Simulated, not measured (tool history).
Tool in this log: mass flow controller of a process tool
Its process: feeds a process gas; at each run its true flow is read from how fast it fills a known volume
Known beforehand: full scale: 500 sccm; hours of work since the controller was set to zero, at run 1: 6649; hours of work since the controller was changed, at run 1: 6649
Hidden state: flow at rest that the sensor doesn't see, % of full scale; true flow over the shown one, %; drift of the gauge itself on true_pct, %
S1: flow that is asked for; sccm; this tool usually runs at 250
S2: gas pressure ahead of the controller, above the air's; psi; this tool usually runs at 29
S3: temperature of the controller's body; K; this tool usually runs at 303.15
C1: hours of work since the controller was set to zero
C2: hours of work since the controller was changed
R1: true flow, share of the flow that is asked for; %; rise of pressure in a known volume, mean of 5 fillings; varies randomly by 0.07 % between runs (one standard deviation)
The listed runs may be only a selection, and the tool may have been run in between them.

Run 1, hour 0: usual settings; C1 6649; C2 6649. Result: R1 101.34 %.
Run 2, hour 187.6: usual settings; C1 6768; C2 6768. Result: R1 101.34 %.
Run 3, hour 367.9: usual settings; C1 6884; C2 6884. Result: R1 101.43 %.
Run 4, hour 532.5: usual settings; C1 6989; C2 6989. Result: R1 101.49 %.
Run 5, hour 821.6: usual settings; C1 7173; C2 7173. Result: R1 101.45 %.
Run 6, hour 1116: usual settings; C1 7361; C2 7361. Result: R1 101.63 %.
Run 7, hour 1310.4: usual settings but S1 55 sccm; C1 7485; C2 7485. Result: R1 105.15 %.
Run 8, hour 1606.9: usual settings but S2 36.7 psi; C1 7675; C2 7675. Result: R1 101.23 %.
Run 9, hour 1888.3: usual settings but S2 38.9 psi; C1 7854; C2 7854. Result: R1 101.31 %.
At hour 1989.9: controller exchanged for a calibrated one.
Run 10, hour 2121.4: usual settings but S1 168 sccm; C1 84; C2 84. Result: R1 98.11 %.
Run 11, hour 2298.9: usual settings but S1 168 sccm; C1 197; C2 197. Result: R1 98.12 %.
Run 12, hour 2557.9: usual settings but S1 168 sccm; C1 363; C2 363. Result: R1 98.16 %.
Run 13, hour 2716.4: usual settings but S3 306.15 K; C1 464; C2 464. Result: R1 98.88 %.
Run 14, hour 2980.7: usual settings but S3 306.15 K; C1 633; C2 633. Result: R1 98.91 %.
Run 15, hour 3214.6: usual settings; C1 782; C2 782. Result: R1 98.68 %.
Run 16, hour 3430.4: usual settings; C1 920; C2 920. Result: R1 98.79 %.
Run 17, hour 3627.7: usual settings but S3 310.15 K; C1 1046; C2 1046. Result: R1 99.47 %.
Run 18, hour 3801.7: usual settings but S3 310.15 K; C1 1157; C2 1157. Result: R1 99.6 %.
Run 19, hour 3999.8: usual settings but S3 310.15 K; C1 1283; C2 1283. Result: R1 99.49 %.
Run 20, hour 4274.3: usual settings but S3 310.15 K; C1 1459; C2 1459. Result: R1 99.58 %.
Run 21, hour 4397.8: usual settings but S3 310.15 K; C1 1537; C2 1537. Result: R1 99.59 %.
Run 22, hour 4559.4: usual settings but S3 310.15 K; C1 1641; C2 1641. Result: R1 99.52 %.
At hour 4579.8: controller's zero set anew.
Run 23, hour 4755.8: usual settings but S3 310.15 K; C1 112; C2 1766. Result: R1 99.86 %.
Run 24, hour 4986.8: usual settings but S3 311.15 K; C1 260; C2 1913. Result: R1 99.93 %.
Run 25, hour 5129.4: usual settings but S2 29.2 psi; C1 351; C2 2004. Result: R1 99.44 %.
Run 26, hour 5317.9: usual settings but S1 51 sccm, S2 21.5 psi, S3 295.15 K; C1 471; C2 2125. Result: R1 100.22 %.
Run 27, hour 5515.6: usual settings but S1 66 sccm, S2 21.5 psi, S3 306.15 K; C1 597; C2 2251. Result: R1 100.56 %.
At hour 5775.1: controller's zero set anew, once more.
Run 28, hour 5784.6: usual settings but S1 66 sccm, S2 21.5 psi, S3 306.15 K; C1 6; C2 2422. Result: R1 98.44 %.
Run 29, hour 5988: usual settings but S1 381 sccm, S2 27.8 psi, S3 295.15 K; C1 136; C2 2552. Result: R1 99.31 %.
Run 30, hour 6255.6: usual settings but S1 163 sccm, S2 27.1 psi, S3 298.15 K; C1 307; C2 2723. Result: R1 98.38 %.
Run 31, hour 6489: usual settings but S1 163 sccm, S2 27.1 psi, S3 298.15 K; C1 456; C2 2872. Result: R1 98.37 %.
Run 32, hour 6770.7: usual settings but S1 77 sccm, S2 37.9 psi, S3 298.15 K; C1 636; C2 3052. Result: R1 97.65 %.

Estimate the outcome of run 33 from the log above:
Run 33, hour 7015: usual settings but S1 77 sccm, S2 37.9 psi, S3 298.15 K; C1 792; C2 3208. Result: R1 ?.

R1: 97.73 %
Minus the tool's unlogged condition, the same run would have read R1 96.84 %.
